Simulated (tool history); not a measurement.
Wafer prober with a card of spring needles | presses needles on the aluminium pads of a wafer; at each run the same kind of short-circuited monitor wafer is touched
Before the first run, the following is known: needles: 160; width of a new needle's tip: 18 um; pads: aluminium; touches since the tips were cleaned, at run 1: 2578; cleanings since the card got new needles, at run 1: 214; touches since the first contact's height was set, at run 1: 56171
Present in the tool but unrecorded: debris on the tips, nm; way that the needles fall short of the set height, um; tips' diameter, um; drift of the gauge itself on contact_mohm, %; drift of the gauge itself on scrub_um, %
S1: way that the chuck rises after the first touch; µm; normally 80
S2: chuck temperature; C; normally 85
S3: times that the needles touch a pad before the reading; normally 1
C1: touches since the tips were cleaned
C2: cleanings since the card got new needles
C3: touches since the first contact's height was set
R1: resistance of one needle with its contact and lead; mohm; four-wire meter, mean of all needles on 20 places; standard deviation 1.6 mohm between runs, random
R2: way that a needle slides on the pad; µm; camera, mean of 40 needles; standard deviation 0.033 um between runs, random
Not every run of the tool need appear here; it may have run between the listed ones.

Run 1, day 0.000: usual settings; C1 2578; C2 214; C3 56171. Result: R1 163 mohm, R2 13.60 µm.
At day 0.512: tips cleaned on abrasive film.
At day 1.362: tips cleaned on abrasive film.
At day 2.212: tips cleaned on abrasive film.
At day 2.892: tips cleaned on abrasive film.
At day 3.571: tips cleaned on abrasive film.
Run 2, day 4.188: usual settings but S1 64 µm; C1 7236; C2 219; C3 105089. Result: R1 168 mohm, R2 10.91 µm.
At day 4.362: tips cleaned on abrasive film.
At day 5.042: tips cleaned on abrasive film.
At day 5.892: tips cleaned on abrasive film.
At day 6.742: tips cleaned on abrasive film.
At day 7.592: tips cleaned on abrasive film.
At day 8.271: tips cleaned on abrasive film.
Run 3, day 8.317: usual settings but S1 64 µm; C1 526; C2 225; C3 153254. Result: R1 168 mohm, R2 10.90 µm.
At day 9.000: tips cleaned on abrasive film.
At day 9.679: tips cleaned on abrasive film.
At day 10.358: tips cleaned on abrasive film.
At day 11.208: tips cleaned on abrasive film.
At day 11.392: height of the first contact set anew.
Run 4, day 11.517: usual settings but S1 64 µm; C1 3458; C2 229; C3 1473. Result: R1 171 mohm, R2 10.95 µm.
At day 12.029: tips cleaned on abrasive film.
At day 12.708: tips cleaned on abrasive film.
At day 13.558: tips cleaned on abrasive film.
At day 14.408: tips cleaned on abrasive film.
Run 5, day 14.850: usual settings but S1 64 µm; C1 5201; C2 233; C3 40418. Result: R1 169 mohm, R2 10.99 µm.
At day 15.192: tips cleaned on abrasive film.
At day 16.042: tips cleaned on abrasive film.
At day 16.742: tips cleaned on abrasive film.
Run 6, day 16.742: usual settings but S1 64 µm; C1 0; C2 236; C3 62452. Result: R1 172 mohm, R2 10.96 µm.
At day 17.592: tips cleaned on abrasive film.
At day 18.442: tips cleaned on abrasive film.
At day 19.292: tips cleaned on abrasive film.
At day 20.121: tips cleaned on abrasive film.
Run 7, day 20.121: usual settings but S1 64 µm; C1 0; C2 240; C3 101944. Result: R1 168 mohm, R2 10.98 µm.
At day 20.804: tips cleaned on abrasive film.
At day 21.483: tips cleaned on abrasive film.
At day 22.162: tips cleaned on abrasive film.
Run 8, day 22.442: usual settings but S1 64 µm; C1 3263; C2 243; C3 129027. Result: R1 167 mohm, R2 11.01 µm.
At day 22.954: tips cleaned on abrasive film.
At day 23.633: tips cleaned on abrasive film.
At day 24.483: tips cleaned on abrasive film.
At day 25.167: tips cleaned on abrasive film.
Run 9, day 25.654: usual settings; C1 5722; C2 247; C3 166508. Result: R1 163 mohm, R2 13.70 µm.
At day 25.996: tips cleaned on abrasive film.
At day 26.675: tips cleaned on abrasive film.
At day 27.354: tips cleaned on abrasive film.
At day 27.708: height of the first contact set anew.
Run 10, day 27.896: usual settings; C1 6165; C2 250; C3 2196. Result: R1 166 mohm, R2 13.75 µm.
At day 28.067: tips cleaned on abrasive film.
At day 28.750: tips cleaned on abrasive film.
At day 29.600: tips cleaned on abrasive film.
At day 30.279: tips cleaned on abrasive film.
At day 31.129: tips cleaned on abrasive film.
At day 31.979: tips cleaned on abrasive film.
Run 11, day 32.092: usual settings but S1 87 µm; C1 1351; C2 256; C3 51191. Result: R1 160 mohm, R2 14.93 µm.
At day 32.775: tips cleaned on abrasive film.
At day 33.454: tips cleaned on abrasive film.
At day 34.133: tips cleaned on abrasive film.
At day 34.817: tips cleaned on abrasive film.
Run 12, day 35.175: usual settings but S1 87 µm; C1 4231; C2 260; C3 87181. Result: R1 160 mohm, R2 14.99 µm.
At day 35.521: tips cleaned on abrasive film.
At day 36.367: tips cleaned on abrasive film.
At day 37.217: tips cleaned on abrasive film.
At day 38.067: tips cleaned on abrasive film.
At day 38.750: tips cleaned on abrasive film.
Run 13, day 39.004: usual settings but S1 69 µm, S2 26 C; C1 2995; C2 265; C3 131861. Result: R1 157 mohm, R2 11.86 µm.
At day 39.517: tips cleaned on abrasive film.
At day 40.367: tips cleaned on abrasive film.
At day 41.217: tips cleaned on abrasive film.
At day 42.067: tips cleaned on abrasive film.
Run 14, day 42.612: usual settings but S1 69 µm, S2 26 C, S3 2; C1 6428; C2 269; C3 174018. Result: R1 156 mohm, R2 11.93 µm.
At day 42.788: tips cleaned on abrasive film.
At day 43.292: gauge calibrated.
At day 43.467: tips cleaned on abrasive film.
At day 43.988: height of the first contact set anew.
At day 44.158: tips cleaned on abrasive film.
At day 44.842: tips cleaned on abrasive film.
At day 45.575: tips cleaned on abrasive film.
Run 15, day 45.575: usual settings but S1 69 µm, S2 26 C, S3 3; C1 0; C2 274; C3 18487. Result: R1 153 mohm, R2 11.77 µm.
At day 46.254: tips cleaned on abrasive film.
At day 46.933: tips cleaned on abrasive film.
At day 47.617: tips cleaned on abrasive film.
At day 48.467: tips cleaned on abrasive film.
At day 49.317: tips cleaned on abrasive film.
Run 16, day 49.846: usual settings but S1 79 µm, S2 102 C, S3 2; C1 6205; C2 279; C3 68361. Result: R1 169 mohm, R2 13.43 µm.
At day 50.017: tips cleaned on abrasive film.
At day 50.867: tips cleaned on abrasive film.
At day 51.717: tips cleaned on abrasive film.
At day 52.396: tips cleaned on abrasive film.
Run 17, day 52.817: usual settings but S1 79 µm, S2 102 C, S3 2; C1 4928; C2 283; C3 103060. Result: R1 168 mohm, R2 13.47 µm.
At day 53.158: tips cleaned on abrasive film.
At day 53.842: tips cleaned on abrasive film.
At day 54.521: tips cleaned on abrasive film.
At day 55.371: tips cleaned on abrasive film.
Run 18, day 55.800: usual settings but S1 76 µm, S2 28 C; C1 5022; C2 287; C3 137856. Result: R1 152 mohm, R2 12.95 µm.
At day 56.142: tips cleaned on abrasive film.
At day 56.992: tips cleaned on abrasive film.
At day 57.671: tips cleaned on abrasive film.
At day 58.521: tips cleaned on abrasive film.
Run 19, day 58.862: usual settings but S1 70 µm, S2 77 C; C1 4027; C2 291; C3 173643. Result: R1 163 mohm, R2 11.97 µm.
At day 59.208: tips cleaned on abrasive film.
At day 59.888: tips cleaned on abrasive film.
At day 60.242: height of the first contact set anew.
At day 60.750: tips cleaned on abrasive film.
Run 20, day 60.900: usual settings but S1 70 µm, S2 77 C; C1 1759; C2 294; C3 7713. Result: R1 163 mohm, R2 12.02 µm.
At day 61.583: tips cleaned on abrasive film.
At day 62.433: tips cleaned on abrasive film.
Run 21, day 62.946: usual settings but S1 65 µm; C1 6047; C2 296; C3 31624. Result: R1 168 mohm, R2 11.13 µm.
At day 63.121: tips cleaned on abrasive film.
At day 63.800: tips cleaned on abrasive film.
At day 64.483: tips cleaned on abrasive film.
At day 65.279: tips cleaned on abrasive film.
Run 22, day 65.279: usual settings but S1 78 µm, S2 60 C, S3 2; C1 0; C2 300; C3 58807. Result: R1 158 mohm, R2 13.39 µm.
At day 65.958: tips cleaned on abrasive film.
At day 66.808: tips cleaned on abrasive film.
Run 23, day 67.179: usual settings but S1 85 µm, S2 60 C, S3 2; C1 4335; C2 302; C3 81005. Result: R1 158 mohm, R2 14.62 µm.
At day 67.521: tips cleaned on abrasive film.
At day 68.204: tips cleaned on abrasive film.
At day 69.050: tips cleaned on abrasive film.
At day 69.733: tips cleaned on abrasive film.
Run 24, day 70.283: usual settings but S2 42 C, S3 2; C1 6439; C2 306; C3 117217. Result: R1 156 mohm, R2 13.70 µm.

Forecast each of these 4 alternatives for the next run:
At day 70.454: tips cleaned on abrasive film.
At day 71.133: tips cleaned on abrasive film.
At day 71.817: tips cleaned on abrasive film.
At day 72.667: tips cleaned on abrasive film.
Run A, day 72.683: usual settings but S1 77 µm, S2 64 C, S3 2; C1 200; C2 310; C3 145204. Result: R1 ?, R2 ?.
At day 70.454: tips cleaned on abrasive film.
At day 71.133: tips cleaned on abrasive film.
At day 71.817: tips cleaned on abrasive film.
At day 72.667: tips cleaned on abrasive film.
Run B, day 72.683: usual settings but S1 69 µm, S2 101 C, S3 2; C1 200; C2 310; C3 145204. Result: R1 ?, R2 ?.
At day 70.454: tips cleaned on abrasive film.
At day 71.133: tips cleaned on abrasive film.
At day 71.817: tips cleaned on abrasive film.
At day 72.667: tips cleaned on abrasive film.
Run C, day 72.683: usual settings but S2 46 C, S3 2; C1 200; C2 310; C3 145204. Result: R1 ?, R2 ?.
At day 70.454: tips cleaned on abrasive film.
At day 71.133: tips cleaned on abrasive film.
At day 71.817: tips cleaned on abrasive film.
At day 72.667: tips cleaned on abrasive film.
Run D, day 72.683: usual settings but S2 50 C, S3 3; C1 200; C2 310; C3 145204. Result: R1 ?, R2 ?.

run   R1     R2
  A  162  13.23
  B  171  11.90
  C  156  13.74
  D  157  13.73
Without the tool's unlogged condition, the same runs would have read:
run   R1     R2
  A  162  13.08
  B  170  11.77
  C  156  13.59
  D  157  13.58
